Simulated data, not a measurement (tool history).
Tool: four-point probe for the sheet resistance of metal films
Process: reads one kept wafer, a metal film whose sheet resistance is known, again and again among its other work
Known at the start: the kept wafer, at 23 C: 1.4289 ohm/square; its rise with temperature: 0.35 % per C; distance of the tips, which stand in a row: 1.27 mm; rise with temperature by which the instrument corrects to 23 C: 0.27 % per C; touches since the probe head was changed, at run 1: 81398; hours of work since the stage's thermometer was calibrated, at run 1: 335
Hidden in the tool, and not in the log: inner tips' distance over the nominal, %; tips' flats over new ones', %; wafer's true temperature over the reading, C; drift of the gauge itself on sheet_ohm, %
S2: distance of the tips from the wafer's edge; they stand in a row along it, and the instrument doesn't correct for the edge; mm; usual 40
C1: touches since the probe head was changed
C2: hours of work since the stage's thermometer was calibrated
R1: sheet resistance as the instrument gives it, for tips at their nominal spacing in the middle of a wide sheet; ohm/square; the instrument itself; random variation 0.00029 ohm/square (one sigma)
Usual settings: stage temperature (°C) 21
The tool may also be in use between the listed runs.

{"run": 1, "hour": 0.0, "stage temperature (°C)": 21, "S2": 40, "C1": 81398, "C2": 335, "R1": 1.422604}
{"run": 2, "hour": 8.6, "stage temperature (°C)": 21, "S2": 40, "C1": 81887, "C2": 340, "R1": 1.422246}
{"run": 3, "hour": 23.1, "stage temperature (°C)": 21, "S2": 40, "C1": 82706, "C2": 350, "R1": 1.422298}
{"run": 4, "hour": 31.2, "stage temperature (°C)": 21, "S2": 40, "C1": 83162, "C2": 356, "R1": 1.42258}
{"run": 5, "hour": 46.0, "stage temperature (°C)": 21, "S2": 40, "C1": 84000, "C2": 366, "R1": 1.422479}
{"run": 6, "hour": 52.7, "stage temperature (°C)": 21, "S2": 40, "C1": 84382, "C2": 370, "R1": 1.422086}
{"hour": 65.0, "done": "new probe head fitted"}
{"run": 7, "hour": 65.8, "stage temperature (°C)": 21, "S2": 12, "C1": 47, "C2": 378, "R1": 1.427078}
{"run": 8, "hour": 79.6, "stage temperature (°C)": 19, "S2": 12, "C1": 827, "C2": 388, "R1": 1.424373}
{"run": 9, "hour": 94.6, "stage temperature (°C)": 19, "S2": 12, "C1": 1675, "C2": 398, "R1": 1.424234}
{"run": 10, "hour": 103.8, "stage temperature (°C)": 19, "S2": 12, "C1": 2197, "C2": 404, "R1": 1.424329}
{"run": 11, "hour": 118.4, "stage temperature (°C)": 19, "S2": 40, "C1": 3025, "C2": 414, "R1": 1.416004}
{"run": 12, "hour": 127.1, "stage temperature (°C)": 19, "S2": 40, "C1": 3516, "C2": 420, "R1": 1.415723}
{"run": 13, "hour": 142.7, "stage temperature (°C)": 19, "S2": 40, "C1": 4400, "C2": 431, "R1": 1.415876}
{"run": 14, "hour": 154.6, "stage temperature (°C)": 19, "S2": 40, "C1": 5076, "C2": 439, "R1": 1.415659}
{"run": 15, "hour": 167.8, "stage temperature (°C)": 28, "S2": 40, "C1": 5823, "C2": 448, "R1": 1.42647}
{"run": 16, "hour": 183.0, "stage temperature (°C)": 21, "S2": 40, "C1": 6685, "C2": 458, "R1": 1.417978}
{"run": 17, "hour": 198.3, "stage temperature (°C)": 21, "S2": 40, "C1": 7548, "C2": 468, "R1": 1.417752}
{"run": 18, "hour": 213.5, "stage temperature (°C)": 21, "S2": 40, "C1": 8410, "C2": 478, "R1": 1.417575}
{"run": 19, "hour": 220.4, "stage temperature (°C)": 21, "S2": 40, "C1": 8800, "C2": 483, "R1": 1.418122}
{"run": 20, "hour": 236.3, "stage temperature (°C)": 23, "S2": 72, "C1": 9703, "C2": 494, "R1": 1.418918}
{"run": 21, "hour": 245.7, "stage temperature (°C)": 23, "S2": 72, "C1": 10232, "C2": 500, "R1": 1.419542}
{"run": 22, "hour": 256.3, "stage temperature (°C)": 25, "S2": 15, "C1": 10834, "C2": 507, "R1": 1.426798}
{"run": 23, "hour": 271.8, "stage temperature (°C)": 24, "S2": 4, "C1": 11708, "C2": 518, "R1": 1.493235}
{"run": 24, "hour": 280.4, "stage temperature (°C)": 24, "S2": 4, "C1": 12196, "C2": 524, "R1": 1.492589}
{"run": 25, "hour": 291.7, "stage temperature (°C)": 23, "S2": 4, "C1": 12835, "C2": 531, "R1": 1.491705}
{"run": 26, "hour": 304.2, "stage temperature (°C)": 23, "S2": 40, "C1": 13544, "C2": 540, "R1": 1.419277}
{"run": 27, "hour": 315.8, "stage temperature (°C)": 23, "S2": 40, "C1": 14202, "C2": 548, "R1": 1.419247}
{"run": 28, "hour": 325.1, "stage temperature (°C)": 28, "S2": 4, "C1": 14729, "C2": 554, "R1": 1.497946}
{"run": 29, "hour": 333.1, "stage temperature (°C)": 23, "S2": 34, "C1": 15184, "C2": 559, "R1": 1.419644}

Forecast run 30:
{"run": 30, "hour": 340.5, "stage temperature (°C)": 29, "S2": 47, "C1": 15598, "C2": 564, "R1": "?"}

{"run 30": {"R1": 1.425686}}
Without the tool's hidden state the same run would have given R1 1.436334 ohm/square.
